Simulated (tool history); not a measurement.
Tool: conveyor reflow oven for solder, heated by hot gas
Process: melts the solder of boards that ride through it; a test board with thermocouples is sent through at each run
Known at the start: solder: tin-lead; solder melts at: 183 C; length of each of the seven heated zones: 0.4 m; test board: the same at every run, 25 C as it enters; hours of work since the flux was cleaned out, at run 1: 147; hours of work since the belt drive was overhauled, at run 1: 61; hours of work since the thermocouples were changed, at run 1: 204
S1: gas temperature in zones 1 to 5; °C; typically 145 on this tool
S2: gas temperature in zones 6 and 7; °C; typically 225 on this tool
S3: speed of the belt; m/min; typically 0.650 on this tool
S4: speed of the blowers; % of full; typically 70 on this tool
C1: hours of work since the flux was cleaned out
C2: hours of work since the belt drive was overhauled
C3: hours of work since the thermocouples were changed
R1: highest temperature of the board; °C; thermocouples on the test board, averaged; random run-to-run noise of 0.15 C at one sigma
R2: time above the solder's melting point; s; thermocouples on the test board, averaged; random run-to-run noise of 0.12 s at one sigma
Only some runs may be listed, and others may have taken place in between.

run,hour,S1,S2,S3,S4,C1,C2,C3,R1,R2
1,0.0,145,225,0.650,70,147,61,204,208.9,50.5
2,8.5,145,225,0.650,70,153,68,210,209.2,50.5
3,13.9,137,225,0.650,70,157,72,214,207.5,46.0
4,22.4,145,225,0.650,55,163,78,221,204.9,45.2
5,28.6,145,225,0.650,55,168,83,225,205.1,44.9
6,33.5,132,225,0.650,70,172,87,229,206.3,43.6
7,42.6,145,225,0.650,70,179,93,236,208.8,50.6
8,46.8,145,225,0.650,70,182,97,239,209.0,50.7
9,52.8,145,225,0.650,70,186,101,244,209.1,50.7
10,57.5,145,225,0.650,70,190,105,247,209.0,50.7
11,66.4,145,225,0.650,70,196,111,254,209.2,50.7
12,70.9,145,225,0.650,54,200,115,257,204.5,44.8
13,80.1,145,225,0.650,54,207,122,264,204.6,44.6
14,86.6,145,225,0.650,54,212,126,269,204.8,44.7
15,92.6,145,225,0.650,54,216,131,274,204.8,44.6
16,97.4,145,225,0.650,54,220,135,277,204.6,44.5
17,104.2,145,220,0.607,58,225,140,282,204.1,48.1
18,113.7,145,238,0.650,75,232,147,289,221.1,60.0
19,118.0,158,238,0.650,76,235,150,293,223.6,67.0
20,126.8,158,238,0.650,76,242,157,299,223.8,67.1
21,135.7,144,234,0.679,70,249,163,306,214.9,52.4
22,144.5,148,234,0.633,70,255,170,313,217.7,60.9
23,151.8,145,225,0.773,70,261,176,318,203.6,36.3
24,159.0,140,239,0.579,51,266,181,323,217.5,62.2
# hour 167.2: flux residue cleaned out of gas plates and filters
25,168.5,140,239,0.579,51,1,184,327,218.0,62.4
26,177.6,140,217,0.613,61,8,191,334,201.4,42.0
27,184.3,140,217,0.776,61,13,196,339,193.6,21.5

What will run 28 give?
28,193.3,145,237,0.650,89,20,203,345,?,?

Run 28 produced R1 223.2 °C, R2 61.8 s.
Minus the tool's unlogged condition, the same run would have read R1 223.2 °C, R2 61.8 s.
